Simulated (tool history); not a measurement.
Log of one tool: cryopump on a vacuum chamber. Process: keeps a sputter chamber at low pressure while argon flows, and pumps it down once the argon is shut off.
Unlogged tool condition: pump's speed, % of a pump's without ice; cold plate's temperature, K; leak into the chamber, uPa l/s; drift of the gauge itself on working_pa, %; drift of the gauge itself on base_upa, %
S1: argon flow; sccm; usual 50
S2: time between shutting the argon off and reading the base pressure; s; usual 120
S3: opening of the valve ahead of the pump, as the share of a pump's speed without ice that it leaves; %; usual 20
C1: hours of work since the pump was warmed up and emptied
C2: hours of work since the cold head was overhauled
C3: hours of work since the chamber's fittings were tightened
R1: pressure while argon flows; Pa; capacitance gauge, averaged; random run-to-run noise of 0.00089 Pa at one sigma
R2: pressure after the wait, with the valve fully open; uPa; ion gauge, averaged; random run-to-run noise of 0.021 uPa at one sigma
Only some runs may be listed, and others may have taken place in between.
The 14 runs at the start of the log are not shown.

run,day,S1,S2,S3,C1,C2,C3,R1,R2
15,7.275,53,120,20,259,259,1236,0.2002,0.69
16,7.796,53,120,20,264,264,1241,0.2009,0.69
17,8.221,53,120,20,269,269,1246,0.2003,0.72
18,8.558,85,85,20,272,272,1249,0.3240,0.83
19,8.992,22,219,33,277,277,1254,0.0510,0.58
20,9.733,67,120,16,285,285,1262,0.3176,0.70
21,10.367,67,120,16,291,291,1268,0.3149,0.70
22,10.750,67,120,16,295,295,1272,0.3167,0.68
23,11.512,28,63,52,303,303,1280,0.0423,0.94
24,12.283,28,63,52,311,311,1288,0.0428,0.98
25,12.733,28,63,52,316,316,1293,0.0419,0.97
26,13.392,46,66,20,323,323,1300,0.1746,0.92
27,13.792,100,69,16,327,327,1304,0.4739,0.92
28,14.162,30,51,18,331,331,1308,0.1274,1.10
29,14.867,30,51,18,339,339,1316,0.1269,1.09
30,15.596,30,51,21,346,346,1323,0.1095,1.12
31,16.208,40,52,21,353,353,1330,0.1455,1.10
32,16.654,30,157,59,357,357,1334,0.0403,0.62
33,17.075,67,88,59,362,362,1339,0.0896,0.85
34,17.588,26,24,59,367,367,1344,0.0355,1.81

Below are 4 alternative next runs, each starting from the tool's condition after run 34. Predict each:
A,18.162,63,116,16,373,373,1350,?,?
B,18.162,50,120,22,373,373,1350,?,?
C,18.162,27,28,25,373,373,1350,?,?
D,18.162,43,120,20,373,373,1350,?,?

run,R1,R2
A,0.2987,0.76
B,0.1748,0.72
C,0.0823,1.68
D,0.1650,0.72
Without the tool's unlogged condition, the same runs would have read:
run,R1,R2
A,0.2924,0.45
B,0.1697,0.41
C,0.0796,1.36
D,0.1606,0.41
